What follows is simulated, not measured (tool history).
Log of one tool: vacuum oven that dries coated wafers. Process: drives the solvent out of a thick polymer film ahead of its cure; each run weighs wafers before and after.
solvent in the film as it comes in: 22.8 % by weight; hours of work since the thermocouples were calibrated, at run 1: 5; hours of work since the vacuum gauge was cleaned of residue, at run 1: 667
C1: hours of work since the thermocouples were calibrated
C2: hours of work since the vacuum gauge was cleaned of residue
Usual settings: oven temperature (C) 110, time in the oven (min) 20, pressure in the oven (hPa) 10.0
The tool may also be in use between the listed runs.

run 1 hour=0.0 | oven_temperature_(C)=110 time_in_the_oven_(min)=20 pressure_in_the_oven_(hPa)=10.0 | C1=5 C2=667 | solvent_left_in_the_film_(%)=1.86
run 2 hour=57.3 | oven_temperature_(C)=110 time_in_the_oven_(min)=20 pressure_in_the_oven_(hPa)=10.0 | C1=48 C2=709 | solvent_left_in_the_film_(%)=1.87
run 3 hour=109.5 | oven_temperature_(C)=110 time_in_the_oven_(min)=20 pressure_in_the_oven_(hPa)=10.0 | C1=87 C2=748 | solvent_left_in_the_film_(%)=1.93
run 4 hour=144.3 | oven_temperature_(C)=110 time_in_the_oven_(min)=20 pressure_in_the_oven_(hPa)=10.0 | C1=113 C2=775 | solvent_left_in_the_film_(%)=1.93
run 5 hour=177.5 | oven_temperature_(C)=110 time_in_the_oven_(min)=20 pressure_in_the_oven_(hPa)=10.0 | C1=138 C2=799 | solvent_left_in_the_film_(%)=1.97
run 6 hour=226.6 | oven_temperature_(C)=110 time_in_the_oven_(min)=20 pressure_in_the_oven_(hPa)=10.0 | C1=175 C2=836 | solvent_left_in_the_film_(%)=1.95
run 7 hour=292.2 | oven_temperature_(C)=110 time_in_the_oven_(min)=20 pressure_in_the_oven_(hPa)=10.0 | C1=224 C2=885 | solvent_left_in_the_film_(%)=2.07
run 8 hour=358.8 | oven_temperature_(C)=110 time_in_the_oven_(min)=20 pressure_in_the_oven_(hPa)=10.0 | C1=274 C2=935 | solvent_left_in_the_film_(%)=1.99
run 9 hour=398.9 | oven_temperature_(C)=110 time_in_the_oven_(min)=20 pressure_in_the_oven_(hPa)=10.0 | C1=303 C2=965 | solvent_left_in_the_film_(%)=1.96
run 10 hour=451.7 | oven_temperature_(C)=110 time_in_the_oven_(min)=20 pressure_in_the_oven_(hPa)=10.0 | C1=343 C2=1004 | solvent_left_in_the_film_(%)=1.99
run 11 hour=495.8 | oven_temperature_(C)=110 time_in_the_oven_(min)=20 pressure_in_the_oven_(hPa)=21.2 | C1=376 C2=1037 | solvent_left_in_the_film_(%)=2.27
run 12 hour=537.9 | oven_temperature_(C)=110 time_in_the_oven_(min)=20 pressure_in_the_oven_(hPa)=10.0 | C1=407 C2=1069 | solvent_left_in_the_film_(%)=2.11
run 13 hour=568.0 | oven_temperature_(C)=110 time_in_the_oven_(min)=20 pressure_in_the_oven_(hPa)=10.0 | C1=430 C2=1091 | solvent_left_in_the_film_(%)=2.04
run 14 hour=600.3 | oven_temperature_(C)=110 time_in_the_oven_(min)=20 pressure_in_the_oven_(hPa)=6.6 | C1=454 C2=1116 | solvent_left_in_the_film_(%)=2.08
run 15 hour=631.9 | oven_temperature_(C)=110 time_in_the_oven_(min)=20 pressure_in_the_oven_(hPa)=6.6 | C1=478 C2=1139 | solvent_left_in_the_film_(%)=2.16
run 16 hour=678.3 | oven_temperature_(C)=117 time_in_the_oven_(min)=18 pressure_in_the_oven_(hPa)=5.1 | C1=512 C2=1174 | solvent_left_in_the_film_(%)=1.02
run 17 hour=717.5 | oven_temperature_(C)=110 time_in_the_oven_(min)=15 pressure_in_the_oven_(hPa)=11.6 | C1=542 C2=1203 | solvent_left_in_the_film_(%)=3.63
run 18 hour=770.3 | oven_temperature_(C)=113 time_in_the_oven_(min)=15 pressure_in_the_oven_(hPa)=11.6 | C1=581 C2=1243 | solvent_left_in_the_film_(%)=2.84
-- hour=777.7 oven's thermocouples calibrated
run 19 hour=824.0 | oven_temperature_(C)=101 time_in_the_oven_(min)=15 pressure_in_the_oven_(hPa)=18.4 | C1=35 C2=1281 | solvent_left_in_the_film_(%)=7.05
run 20 hour=867.2 | oven_temperature_(C)=110 time_in_the_oven_(min)=26 pressure_in_the_oven_(hPa)=10.0 | C1=67 C2=1314 | solvent_left_in_the_film_(%)=1.38
run 21 hour=898.2 | oven_temperature_(C)=108 time_in_the_oven_(min)=15 pressure_in_the_oven_(hPa)=7.5 | C1=90 C2=1337 | solvent_left_in_the_film_(%)=4.40
-- hour=925.8 oven's thermocouples calibrated, once more
run 22 hour=945.8 | oven_temperature_(C)=114 time_in_the_oven_(min)=15 pressure_in_the_oven_(hPa)=5.2 | C1=15 C2=1371 | solvent_left_in_the_film_(%)=2.28
run 23 hour=993.4 | oven_temperature_(C)=109 time_in_the_oven_(min)=15 pressure_in_the_oven_(hPa)=5.2 | C1=51 C2=1407 | solvent_left_in_the_film_(%)=3.70
run 24 hour=1040.3 | oven_temperature_(C)=102 time_in_the_oven_(min)=20 pressure_in_the_oven_(hPa)=14.5 | C1=86 C2=1442 | solvent_left_in_the_film_(%)=4.61
run 25 hour=1087.5 | oven_temperature_(C)=102 time_in_the_oven_(min)=17 pressure_in_the_oven_(hPa)=14.5 | C1=121 C2=1477 | solvent_left_in_the_film_(%)=5.63
run 26 hour=1143.4 | oven_temperature_(C)=98 time_in_the_oven_(min)=20 pressure_in_the_oven_(hPa)=14.6 | C1=163 C2=1519 | solvent_left_in_the_film_(%)=6.24
run 27 hour=1185.3 | oven_temperature_(C)=110 time_in_the_oven_(min)=19 pressure_in_the_oven_(hPa)=24.6 | C1=194 C2=1550 | solvent_left_in_the_film_(%)=2.61
run 28 hour=1248.8 | oven_temperature_(C)=99 time_in_the_oven_(min)=24 pressure_in_the_oven_(hPa)=11.5 | C1=242 C2=1598 | solvent_left_in_the_film_(%)=4.65
run 29 hour=1312.6 | oven_temperature_(C)=101 time_in_the_oven_(min)=14 pressure_in_the_oven_(hPa)=11.5 | C1=289 C2=1645 | solvent_left_in_the_film_(%)=7.38

Forecast each of these 5 alternatives for the next run:
run A hour=1354.2 | oven_temperature_(C)=105 time_in_the_oven_(min)=15 pressure_in_the_oven_(hPa)=13.2 | C1=320 C2=1676 | solvent_left_in_the_film_(%)=?
run B hour=1354.2 | oven_temperature_(C)=111 time_in_the_oven_(min)=16 pressure_in_the_oven_(hPa)=34.9 | C1=320 C2=1676 | solvent_left_in_the_film_(%)=?
run C hour=1354.2 | oven_temperature_(C)=122 time_in_the_oven_(min)=16 pressure_in_the_oven_(hPa)=21.7 | C1=320 C2=1676 | solvent_left_in_the_film_(%)=?
run D hour=1354.2 | oven_temperature_(C)=113 time_in_the_oven_(min)=14 pressure_in_the_oven_(hPa)=11.5 | C1=320 C2=1676 | solvent_left_in_the_film_(%)=?
run E hour=1354.2 | oven_temperature_(C)=101 time_in_the_oven_(min)=10 pressure_in_the_oven_(hPa)=14.0 | C1=320 C2=1676 | solvent_left_in_the_film_(%)=?

run=A solvent_left_in_the_film_(%)=5.41
run=B solvent_left_in_the_film_(%)=3.48
run=C solvent_left_in_the_film_(%)=0.95
run=D solvent_left_in_the_film_(%)=3.09
run=E solvent_left_in_the_film_(%)=9.75
Without the tool's hidden state the same runs would have given:
run=A solvent_left_in_the_film_(%)=4.87
run=B solvent_left_in_the_film_(%)=3.04
run=C solvent_left_in_the_film_(%)=0.74
run=D solvent_left_in_the_film_(%)=2.67
run=E solvent_left_in_the_film_(%)=9.21
